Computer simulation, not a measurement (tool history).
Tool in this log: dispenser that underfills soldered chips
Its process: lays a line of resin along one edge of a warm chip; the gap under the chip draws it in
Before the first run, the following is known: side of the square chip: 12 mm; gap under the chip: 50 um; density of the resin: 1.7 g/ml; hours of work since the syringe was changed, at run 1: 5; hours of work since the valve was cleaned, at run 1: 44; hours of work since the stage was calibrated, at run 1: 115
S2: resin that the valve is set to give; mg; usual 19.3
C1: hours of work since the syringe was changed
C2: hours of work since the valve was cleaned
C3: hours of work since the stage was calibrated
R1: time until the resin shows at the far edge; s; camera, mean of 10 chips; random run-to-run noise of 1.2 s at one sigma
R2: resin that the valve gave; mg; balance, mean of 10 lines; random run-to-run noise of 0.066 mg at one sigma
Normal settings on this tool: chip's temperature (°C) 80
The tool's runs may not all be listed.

Run 1, hour 0: usual settings; C1 5; C2 44; C3 115. Result: R1 166.2 s, R2 18.99 mg.
Run 2, hour 4.4: usual settings; C1 8; C2 47; C3 118. Result: R1 218 s, R2 18.91 mg.
At hour 7.2: new syringe of resin.
At hour 9.7: dispensing valve cleaned and set on the balance.
Run 3, hour 10.6: usual settings but chip's temperature (°C) 76; C1 2; C2 1; C3 122. Result: R1 153.2 s, R2 19.35 mg.
Run 4, hour 13.5: usual settings but chip's temperature (°C) 76; C1 4; C2 3; C3 124. Result: R1 184.1 s, R2 19.35 mg.
Run 5, hour 17.2: usual settings but chip's temperature (°C) 76; C1 6; C2 5; C3 126. Result: R1 222.6 s, R2 19.25 mg.
Run 6, hour 19.5: usual settings; C1 8; C2 7; C3 128. Result: R1 217.9 s, R2 19.32 mg.
At hour 22.1: new syringe of resin.
Run 7, hour 22.3: usual settings but S2 23.4 mg; C1 0; C2 8; C3 130. Result: R1 109.5 s, R2 23.5 mg.
Run 8, hour 27.2: usual settings but S2 23.4 mg; C1 3; C2 12; C3 133. Result: R1 149 s, R2 23.29 mg.
Run 9, hour 31.5: usual settings but S2 23.4 mg; C1 6; C2 15; C3 136. Result: R1 193.7 s, R2 23.33 mg.
At hour 35.9: new syringe of resin.
Run 10, hour 36: usual settings but S2 23.4 mg; C1 0; C2 18; C3 139. Result: R1 108.8 s, R2 23.12 mg.
Run 11, hour 40.7: usual settings but S2 24.3 mg; C1 3; C2 21; C3 142. Result: R1 146.2 s, R2 24.18 mg.
Run 12, hour 43.6: usual settings but S2 24.3 mg; C1 5; C2 23; C3 144. Result: R1 173.4 s, R2 24.22 mg.
Run 13, hour 47.3: usual settings but S2 18.1 mg; C1 8; C2 26; C3 147. Result: R1 219 s, R2 17.92 mg.
At hour 49.6: new syringe of resin.
Run 14, hour 49.6: usual settings but S2 18.1 mg; C1 0; C2 27; C3 148. Result: R1 109.7 s, R2 17.93 mg.
Run 15, hour 54: usual settings but chip's temperature (°C) 88, S2 18.1 mg; C1 3; C2 30; C3 151. Result: R1 100.2 s, R2 17.92 mg.
Run 16, hour 56.7: usual settings but chip's temperature (°C) 88, S2 18.1 mg; C1 5; C2 32; C3 153. Result: R1 118.3 s, R2 17.96 mg.
Run 17, hour 61.3: usual settings but S2 22.6 mg; C1 8; C2 35; C3 156. Result: R1 220 s, R2 22.25 mg.
At hour 63.5: new syringe of resin.
Run 18, hour 64.6: usual settings but S2 22.6 mg; C1 1; C2 37; C3 158. Result: R1 115.4 s, R2 22.25 mg.
Run 19, hour 69.4: usual settings but S2 22.6 mg; C1 4; C2 40; C3 162. Result: R1 153.8 s, R2 22.29 mg.
Run 20, hour 71.6: usual settings but chip's temperature (°C) 69; C1 6; C2 42; C3 163. Result: R1 294.8 s, R2 19.05 mg.
Run 21, hour 74.8: usual settings but chip's temperature (°C) 79, S2 23.7 mg; C1 8; C2 44; C3 165. Result: R1 219 s, R2 23.36 mg.
At hour 77.3: new syringe of resin.
Run 22, hour 77.3: usual settings but chip's temperature (°C) 84, S2 16.6 mg; C1 0; C2 46; C3 167. Result: R1 93.8 s, R2 16.35 mg.
Run 23, hour 81: usual settings but chip's temperature (°C) 79, S2 18.8 mg; C1 3; C2 48; C3 170. Result: R1 144.2 s, R2 18.4 mg.
At hour 83.7: dispensing valve cleaned and set on the balance.
Run 24, hour 85.7: usual settings but chip's temperature (°C) 90, S2 17 mg; C1 5; C2 1; C3 172. Result: R1 111.9 s, R2 16.89 mg.
Run 25, hour 87.9: usual settings but S2 19.2 mg; C1 7; C2 3; C3 174. Result: R1 197.7 s, R2 19.18 mg.
At hour 92.1: new syringe of resin.
Run 26, hour 92.4: usual settings but chip's temperature (°C) 92, S2 20.4 mg; C1 0; C2 6; C3 177. Result: R1 65.9 s, R2 20.46 mg.
Run 27, hour 96.9: usual settings but chip's temperature (°C) 72, S2 20.4 mg; C1 3; C2 9; C3 180. Result: R1 205.8 s, R2 20.35 mg.
Run 28, hour 99.2: usual settings but chip's temperature (°C) 84, S2 19 mg; C1 5; C2 11; C3 181. Result: R1 139.5 s, R2 18.89 mg.
Run 29, hour 104: usual settings but chip's temperature (°C) 84, S2 24.4 mg; C1 8; C2 14; C3 185. Result: R1 188.9 s, R2 24.16 mg.
At hour 106: new syringe of resin.
Run 30, hour 109: usual settings but chip's temperature (°C) 84, S2 24.4 mg; C1 2; C2 17; C3 188. Result: R1 107.8 s, R2 24.2 mg.
Run 31, hour 113.4: usual settings but S2 23.1 mg; C1 5; C2 20; C3 191. Result: R1 168 s, R2 22.96 mg.
Run 32, hour 116.6: usual settings but S2 19.7 mg; C1 7; C2 22; C3 193. Result: R1 206.1 s, R2 19.52 mg.
At hour 119.9: new syringe of resin.
Run 33, hour 120.7: usual settings but chip's temperature (°C) 90, S2 17.3 mg; C1 1; C2 25; C3 196. Result: R1 74.8 s, R2 17.14 mg.
Run 34, hour 124: usual settings but chip's temperature (°C) 79, S2 17.2 mg; C1 3; C2 27; C3 198. Result: R1 146.5 s, R2 17.07 mg.
Run 35, hour 127.2: usual settings but chip's temperature (°C) 79, S2 21.4 mg; C1 5; C2 30; C3 200. Result: R1 172 s, R2 21.28 mg.
Run 36, hour 131.5: usual settings but chip's temperature (°C) 83, S2 22.1 mg; C1 8; C2 32; C3 203. Result: R1 185.3 s, R2 21.73 mg.

Predict each of these 4 candidate next runs independently; none follows another, all start after run 36:
At hour 134: new syringe of resin.
Run A, hour 135.7: usual settings but chip's temperature (°C) 68, S2 17.2 mg; C1 1; C2 35; C3 206. Result: R1 ?, R2 ?.
At hour 134: new syringe of resin.
Run B, hour 135.7: usual settings but S2 20.1 mg; C1 1; C2 35; C3 206. Result: R1 ?, R2 ?.
At hour 134: new syringe of resin.
Run C, hour 135.7: usual settings but chip's temperature (°C) 91; C1 1; C2 35; C3 206. Result: R1 ?, R2 ?.
At hour 134: new syringe of resin.
Run D, hour 135.7: usual settings but chip's temperature (°C) 74; C1 1; C2 35; C3 206. Result: R1 ?, R2 ?.

run     R1     R2
  A  217.1  16.84
  B  123.6  19.59
  C   76.3  18.99
  D  163.3  18.96
Without the tool's hidden state the same runs would have given:
run     R1     R2
  A  201.8  17.13
  B  114.6  19.93
  C   70.4  19.32
  D  151.6   19.3

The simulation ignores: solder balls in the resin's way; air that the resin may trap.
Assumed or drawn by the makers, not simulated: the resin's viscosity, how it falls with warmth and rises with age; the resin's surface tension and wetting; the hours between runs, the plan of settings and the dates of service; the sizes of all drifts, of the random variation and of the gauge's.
